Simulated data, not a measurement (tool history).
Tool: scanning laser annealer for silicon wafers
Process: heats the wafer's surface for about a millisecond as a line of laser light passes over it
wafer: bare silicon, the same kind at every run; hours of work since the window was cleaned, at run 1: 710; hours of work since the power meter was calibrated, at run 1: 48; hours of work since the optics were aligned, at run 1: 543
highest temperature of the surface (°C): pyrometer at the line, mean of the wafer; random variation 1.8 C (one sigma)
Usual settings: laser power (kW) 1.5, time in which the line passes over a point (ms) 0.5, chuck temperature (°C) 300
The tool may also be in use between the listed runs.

run     day  laser power (kW)  time in which the line passes over a point (ms)  chuck temperature (°C)  hours of work since the window was cleaned  hours of work since the power meter was calibrated  hours of work since the optics were aligned  highest temperature of the surface (°C)
  1       0               1.5                                              0.5                     300                                         710                                                  48                                          543                                      993
  2   0.796               1.5                                            0.433                     300                                         725                                                  64                                          558                                      943
      1.017  -- window over the wafer cleaned
  3   1.512               1.5                                            0.433                     300                                           9                                                  76                                          570                                      923
  4   2.192               1.5                                            0.433                     300                                          22                                                  88                                          583                                      924
  5   2.988               1.5                                              0.5                     327                                          37                                                 104                                          598                                      997
  6   3.796               1.5                                              0.5                     327                                          53                                                 119                                          613                                      993
  7    4.65               1.5                                            0.359                     300                                          69                                                 135                                          629                                      865
  8   5.354               1.5                                            0.359                     300                                          82                                                 148                                          643                                      862
  9   6.383               1.5                                            0.359                     300                                         102                                                 168                                          662                                      862
      6.558  -- window over the wafer cleaned, once more
 10   7.192               1.5                                            0.359                     300                                          12                                                 182                                          676                                      919
 11   7.796               1.5                                            0.359                     300                                          23                                                 193                                          687                                      922
 12   8.288               1.5                                            0.359                     280                                          33                                                 202                                          697                                      899
 13   9.258               1.5                                            0.359                     280                                          51                                                 221                                          715                                      897
 14  10.025               1.5                                            0.359                     280                                          66                                                 235                                          729                                      896
 15  10.642               1.5                                            0.359                     280                                          77                                                 247                                          741                                      897
 16  11.421             1.595                                              0.5                     300                                          92                                                 262                                          756                                     1081
     12.475  -- optics aligned, line set to its width
 17  12.475               1.5                                            0.409                     300                                         108                                                 278                                            0                                      960
 18  13.525               1.5                                            0.409                     300                                         128                                                 298                                           20                                      959
 19  14.288               1.5                                            0.363                     300                                         143                                                 312                                           34                                      921
 20   15.25               1.5                                              0.5                     300                                         161                                                 330                                           53                                     1030
 21  15.712             1.347                                            0.358                     297                                         170                                                 339                                           61                                      845
 22  16.621             1.331                                            0.391                     271                                         187                                                 356                                           79                                      831
 23  17.554             1.331                                            0.596                     340                                         204                                                 374                                           96                                     1036
 24  18.471             1.608                                            0.456                     300                                         222                                                 391                                          114                                     1049
 25  19.179             1.608                                            0.456                     300                                         235                                                 405                                          127                                     1046
 26  20.133             1.575                                            0.362                     280                                         253                                                 423                                          145                                      925
 27  21.192             1.575                                            0.362                     280                                         273                                                 443                                          165                                      930
 28  22.179             1.409                                              0.5                     294                                         292                                                 462                                          184                                      968
 29  22.767             1.409                                              0.5                     294                                         303                                                 473                                          195                                      968
 30  23.833             1.503                                            0.448                     300                                         323                                                 493                                          215                                      983
 31  24.683             1.335                                            0.498                     300                                         340                                                 509                                          231                                      930
 32  25.138             1.375                                              0.5                     279                                         348                                                 518                                          240                                      933
 33  25.617             1.642                                            0.484                     316                                         357                                                 527                                          249                                     1096
 34  26.267              1.52                                              0.5                     300                                         370                                                 539                                          261                                     1026
 35  26.975              1.52                                              0.5                     300                                         383                                                 553                                          275                                     1025
 36  27.683              1.52                                              0.5                     300                                         396                                                 566                                          288                                     1026
 37  28.354             1.451                                              0.5                     307                                         409                                                 579                                          301                                      995

Run 38 comes next. What will it give?
 38  28.842               1.5                                            0.597                     300                                         418                                                 588                                          310                                        ?

{"run 38": {"highest temperature of the surface (°C)": 1076}}
Without the tool's hidden state the same run would have given highest temperature of the surface (°C) 1109.

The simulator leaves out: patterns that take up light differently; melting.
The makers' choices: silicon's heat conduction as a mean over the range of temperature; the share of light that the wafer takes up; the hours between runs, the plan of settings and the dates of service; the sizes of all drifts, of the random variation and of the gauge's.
